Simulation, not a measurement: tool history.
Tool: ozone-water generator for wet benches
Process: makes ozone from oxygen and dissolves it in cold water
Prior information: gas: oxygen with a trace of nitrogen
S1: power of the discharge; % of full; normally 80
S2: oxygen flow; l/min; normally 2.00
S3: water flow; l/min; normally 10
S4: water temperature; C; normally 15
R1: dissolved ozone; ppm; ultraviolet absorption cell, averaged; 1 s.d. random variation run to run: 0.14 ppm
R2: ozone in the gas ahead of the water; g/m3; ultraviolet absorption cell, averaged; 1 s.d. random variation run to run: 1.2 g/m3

run    hour  S1    S2  S3  S4    R1     R2
  1     0.0  80  2.00  10  15  15.5  203.9
  2   105.7  80  2.00  10  15  15.4  201.9
  3   210.0  80  2.00  10  15  15.3  202.5
  4   337.0  80  2.00  10  15  15.4  199.7
  5   436.8  80  2.00  10  15  15.0  199.1
  6   512.6  80  2.00  10  15  15.2  200.2
  7   581.7  80  2.00  10  15  15.0  197.5
  8   669.7  80  2.00  10  15  14.7  197.4
  9   775.5  44  2.00  10  15   9.3  120.9
 10   847.1  44  2.00  10  15   9.0  120.8
      916.9  -- water thermometer calibrated
 11   968.8  80  1.56  10  15  15.2  230.5
 12  1083.3  80  2.00  10  12  15.3  194.2
 13  1168.2  80  2.59  10  15  14.7  163.1
 14  1257.9  80  2.59  10  15  14.4  163.4
 15  1316.5  80  2.00  13  15  10.8  194.5
 16  1415.6  56  2.44  10  15  10.8  127.5
 17  1492.8  56  2.44   7  15  15.6  126.7
 18  1563.9  51  1.67  10  15  10.4  150.9
     1579.5  -- contactor cleaned
 19  1692.3  88  3.09  14  15  10.0  153.4
 20  1763.1  88  3.09  14  15  10.3  153.6
 21  1877.2  88  3.09  14  15  10.1  153.4
 22  1936.0  88  3.09  14  15  10.1  152.2
     1980.8  -- contactor cleaned, once more
 23  2034.1  48  1.43   6   7  18.9  158.4
 24  2087.6  80  2.00   8  22  17.0  188.7
 25  2211.9  80  2.00   8  22  16.7  186.6
 26  2333.3  44  1.01   8  14  11.7  189.5
 27  2427.3  44  1.45  11  12   8.2  145.3

How would selected steps in R1 from run to run divide? Give the signed amount a tool lacking its hidden state would still show from settings, what came in and random variation, and the signed amount left for the hidden state, including any gauge scatter that is not in both of the compared results.
Hidden state present: yield of the discharge, % of new electrodes'; contactor's efficiency, % of a clean one's; true water temperature over the reading, C; drift of the gauge itself on ozone_ppm, %; drift of the gauge itself on gas_g_m3, %.
Run 10 -> 11: S1 44 -> 80, S2 2.00 -> 1.56, water thermometer calibrated. R1 +6.2 ppm: hidden state -1.5, all else +7.7.
Run 22 -> 23: S1 88 -> 48, S2 3.09 -> 1.43, S3 14 -> 6, S4 15 -> 7, contactor cleaned, once more. R1 +8.8 ppm: hidden state +0.6, all else +8.2.
Run 25 -> 26: S1 80 -> 44, S2 2.00 -> 1.01, S4 22 -> 14. R1 -5.0 ppm: hidden state +2.0, all else -7.0.
